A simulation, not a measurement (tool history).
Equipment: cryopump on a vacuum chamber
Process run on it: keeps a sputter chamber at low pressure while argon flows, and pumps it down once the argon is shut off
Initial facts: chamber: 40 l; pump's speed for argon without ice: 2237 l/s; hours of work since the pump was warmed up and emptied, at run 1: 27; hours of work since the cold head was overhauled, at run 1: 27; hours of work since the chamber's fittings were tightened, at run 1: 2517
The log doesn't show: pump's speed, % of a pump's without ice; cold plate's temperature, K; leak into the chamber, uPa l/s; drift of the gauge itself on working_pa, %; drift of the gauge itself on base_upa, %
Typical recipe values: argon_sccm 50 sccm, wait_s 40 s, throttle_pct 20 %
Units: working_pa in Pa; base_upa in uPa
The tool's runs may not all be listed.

| run | hour | argon_sccm | wait_s | throttle_pct | hours of work since the pump was warmed up and emptied | hours of work since the cold head was overhauled | hours of work since the chamber's fittings were tightened | working_pa | base_upa |
|---|---|---|---|---|---|---|---|---|---|
| 1 | 0 | 50 | 40 | 20 | 27 | 27 | 2517 | 0.1889 | 1.45 |
| 2 | 13.9 | 50 | 40 | 20 | 37 | 37 | 2527 | 0.1895 | 1.48 |
| 3 | 26 | 50 | 40 | 20 | 45 | 45 | 2536 | 0.1883 | 1.39 |
| 4 | 39.8 | 50 | 40 | 20 | 55 | 55 | 2546 | 0.1891 | 1.43 |
| 5 | 57.4 | 50 | 40 | 20 | 68 | 68 | 2558 | 0.1895 | 1.4 |
| 6 | 78.1 | 50 | 40 | 20 | 83 | 83 | 2573 | 0.1897 | 1.45 |
| 7 | 99.4 | 50 | 40 | 20 | 98 | 98 | 2588 | 0.1909 | 1.43 |
| 8 | 118.6 | 50 | 40 | 20 | 111 | 111 | 2602 | 0.1881 | 1.43 |
| 9 | 138.3 | 50 | 40 | 20 | 125 | 125 | 2616 | 0.1879 | 1.44 |
| 10 | 157.2 | 50 | 40 | 20 | 139 | 139 | 2629 | 0.1893 | 1.46 |
| 11 | 177.5 | 50 | 40 | 40 | 153 | 153 | 2644 | 0.0947 | 1.44 |
| 12 | 197.6 | 50 | 40 | 20 | 168 | 168 | 2658 | 0.1901 | 1.48 |
| 13 | 207.3 | 50 | 40 | 20 | 174 | 174 | 2665 | 0.1916 | 1.51 |
| 14 | 221.8 | 50 | 40 | 20 | 185 | 185 | 2675 | 0.1886 | 1.46 |
| 15 | 230.5 | 50 | 231 | 19 | 191 | 191 | 2681 | 0.2015 | 0.55 |
| 16 | 241.6 | 50 | 58 | 19 | 199 | 199 | 2689 | 0.2 | 1.12 |
| 17 | 256.3 | 50 | 58 | 19 | 209 | 209 | 2700 | 0.1993 | 1.15 |
| 18 | 271.5 | 79 | 49 | 32 | 220 | 220 | 2711 | 0.1878 | 1.24 |
| 19 | 280.2 | 60 | 49 | 39 | 226 | 226 | 2717 | 0.1179 | 1.26 |
| 20 | 300.6 | 88 | 61 | 35 | 241 | 241 | 2731 | 0.1941 | 1.11 |
| 21 | 315 | 28 | 84 | 20 | 251 | 251 | 2742 | 0.1073 | 0.94 |
| 22 | 329.6 | 28 | 236 | 20 | 262 | 262 | 2752 | 0.1064 | 0.57 |
| 23 | 343.1 | 21 | 272 | 20 | 271 | 271 | 2762 | 0.0803 | 0.56 |
| 24 | 353.6 | 21 | 272 | 20 | 279 | 279 | 2769 | 0.0811 | 0.58 |
| 25 | 363.4 | 21 | 272 | 20 | 286 | 286 | 2776 | 0.0801 | 0.58 |

Predict each of these 3 candidate next runs independently; none follows another, all start after run 25:
| A | 373.9 | 27 | 40 | 20 | 293 | 293 | 2783 | ? | ? |
| B | 373.9 | 21 | 272 | 31 | 293 | 293 | 2783 | ? | ? |
| C | 373.9 | 21 | 86 | 20 | 293 | 293 | 2783 | ? | ? |

| run | working_pa | base_upa |
|---|---|---|
| A | 0.1033 | 1.5 |
| B | 0.0519 | 0.55 |
| C | 0.0794 | 0.94 |
What these runs would have given with no unlogged condition in the tool:
| run | working_pa | base_upa |
|---|---|---|
| A | 0.1023 | 1.21 |
| B | 0.0511 | 0.27 |
| C | 0.0786 | 0.65 |
